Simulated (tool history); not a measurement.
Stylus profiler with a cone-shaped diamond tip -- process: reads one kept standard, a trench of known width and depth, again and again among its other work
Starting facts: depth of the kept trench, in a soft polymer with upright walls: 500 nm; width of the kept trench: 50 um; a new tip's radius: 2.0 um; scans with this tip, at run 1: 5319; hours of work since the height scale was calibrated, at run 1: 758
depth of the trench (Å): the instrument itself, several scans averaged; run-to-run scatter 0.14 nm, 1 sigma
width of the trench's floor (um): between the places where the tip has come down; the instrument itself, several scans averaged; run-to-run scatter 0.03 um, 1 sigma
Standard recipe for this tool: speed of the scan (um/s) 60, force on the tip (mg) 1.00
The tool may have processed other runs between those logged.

run,hour,speed of the scan (um/s),force on the tip (mg),scans with this tip,hours of work since the height scale was calibrated,depth of the trench (Å),width of the trench's floor (um)
1,0.0,60,1.00,5319,758,5056.1,46.80
2,40.8,60,1.00,5452,777,5056.3,46.64
3,85.8,60,1.00,5599,798,5057.1,46.74
4,140.2,60,1.00,5776,823,5057.5,46.67
5,184.1,139,1.00,5918,843,5058.2,46.38
6,261.8,139,0.40,6171,879,5042.2,46.06
7,348.5,70,1.00,6453,920,5059.9,46.64
8,401.4,70,1.00,6625,944,5059.2,46.62
9,487.3,70,1.00,6905,984,5060.6,46.56
10,545.6,70,1.00,7095,1011,5062.2,46.61
11,636.9,70,1.00,7392,1053,5064.6,46.55
12,691.3,70,1.00,7569,1079,5060.3,46.53
13,781.8,70,1.23,7863,1121,5068.5,46.53
14,823.0,70,1.23,7997,1140,5068.2,46.55
15,911.4,102,0.88,8285,1181,5061.1,46.35
16,964.9,171,0.52,8459,1205,5051.9,45.85
17,1020.2,101,1.00,8639,1231,5066.4,46.38
18,1110.6,44,0.96,8933,1273,5065.5,46.56
19,1202.2,44,0.96,9231,1315,5065.3,46.53
20,1285.3,15,1.00,9502,1354,5069.3,46.64
21,1344.8,175,0.50,9695,1382,5054.5,45.67
22,1391.9,61,0.55,9849,1403,5057.1,46.34
23,1467.8,61,0.55,10096,1439,5059.5,46.27
24,1561.8,147,1.51,10401,1482,5082.9,46.16
25,1631.8,147,1.51,10629,1515,5081.5,46.14
26,1673.9,60,2.11,10766,1534,5098.7,46.45
27,1732.2,118,0.88,10956,1561,5068.2,46.14

What if the next run were any one of these 4? Each begins from the tool's condition after run 27:
# hour 1740.0: height scale calibrated on a step standard
A,1806.1,29,0.68,11195,31,?,?
# hour 1740.0: height scale calibrated on a step standard
B,1806.1,18,2.24,11195,31,?,?
# hour 1740.0: height scale calibrated on a step standard
C,1806.1,15,1.64,11195,31,?,?
# hour 1740.0: height scale calibrated on a step standard
D,1806.1,84,1.00,11195,31,?,?

run,depth of the trench (Å),width of the trench's floor (um)
A,5032.5,46.41
B,5065.8,46.52
C,5055.1,46.52
D,5037.9,46.27
Without the tool's unlogged condition, the same runs would have read:
run,depth of the trench (Å),width of the trench's floor (um)
A,5031.3,47.20
B,5064.6,47.31
C,5053.9,47.31
D,5036.7,47.06

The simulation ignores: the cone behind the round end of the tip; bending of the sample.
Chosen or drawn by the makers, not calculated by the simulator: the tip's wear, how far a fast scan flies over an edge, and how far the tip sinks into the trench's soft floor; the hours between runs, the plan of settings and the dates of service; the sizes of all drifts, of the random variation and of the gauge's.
